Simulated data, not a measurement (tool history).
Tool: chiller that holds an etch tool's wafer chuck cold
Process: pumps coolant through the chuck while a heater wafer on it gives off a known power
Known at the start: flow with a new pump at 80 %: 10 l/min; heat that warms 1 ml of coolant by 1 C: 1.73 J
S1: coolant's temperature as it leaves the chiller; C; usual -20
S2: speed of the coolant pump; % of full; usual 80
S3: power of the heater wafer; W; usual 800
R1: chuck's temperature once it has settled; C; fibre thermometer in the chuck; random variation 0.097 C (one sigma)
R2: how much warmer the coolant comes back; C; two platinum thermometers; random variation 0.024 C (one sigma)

run,hour,S1,S2,S3,R1,R2
1,0.0,-20,80,800,-14.02,2.82
2,23.5,-20,80,800,-14.11,2.75
# hour 40.5: chiller's thermometer calibrated
3,52.0,-20,80,640,-14.98,2.15
# hour 62.2: coolant changed, channels flushed
4,78.2,-20,78,800,-13.74,2.77
5,101.7,-20,78,800,-13.95,2.76
6,130.1,-20,96,800,-14.68,2.09
7,147.4,-20,80,800,-14.05,2.59
8,178.9,-20,80,406,-16.94,1.17
9,192.1,-20,80,406,-16.94,1.16
10,217.2,-20,65,800,-12.95,3.24
11,232.1,-22,80,800,-16.12,2.46
12,256.2,-22,80,800,-15.93,2.46
13,281.5,-22,80,800,-15.99,2.42
# hour 295.9: gauge calibrated
14,310.4,-20,61,800,-12.81,3.78
15,337.9,-20,96,800,-14.73,2.21
16,360.3,-20,96,800,-14.96,2.21
17,375.0,-28,80,968,-20.66,3.21
18,394.3,-28,80,968,-20.65,3.21
19,416.5,-14,73,832,-7.37,3.06
20,442.0,-27,80,474,-23.47,1.42
21,469.1,-21,67,499,-16.76,1.91
22,492.7,-23,82,576,-18.88,1.69
23,519.2,-23,99,432,-20.15,0.84
24,542.8,-23,99,577,-19.38,1.22
25,563.9,-15,99,620,-11.12,1.29
26,577.8,-15,99,620,-11.05,1.31
27,596.5,-15,99,620,-11.04,1.31
28,616.1,-11,97,800,-5.90,1.82
29,630.6,-11,60,704,-4.44,2.90
30,662.4,-11,60,704,-4.67,2.86
31,689.7,-11,84,480,-7.32,1.04

5 ways to go on from here, each from the tool as it stands after run 31. What would each give?
A,703.9,-11,61,453,?,?
B,703.9,-11,84,1072,?,?
C,703.9,-30,84,922,?,?
D,703.9,-11,60,480,?,?
E,703.9,-20,80,700,?,?

run,R1,R2
A,-6.87,1.58
B,-3.14,2.96
C,-23.27,2.42
D,-6.52,1.76
E,-14.70,1.86
Without the tool's hidden state the same runs would have given:
run,R1,R2
A,-6.87,2.16
B,-3.15,3.54
C,-23.28,2.99
D,-6.53,2.33
E,-14.71,2.43
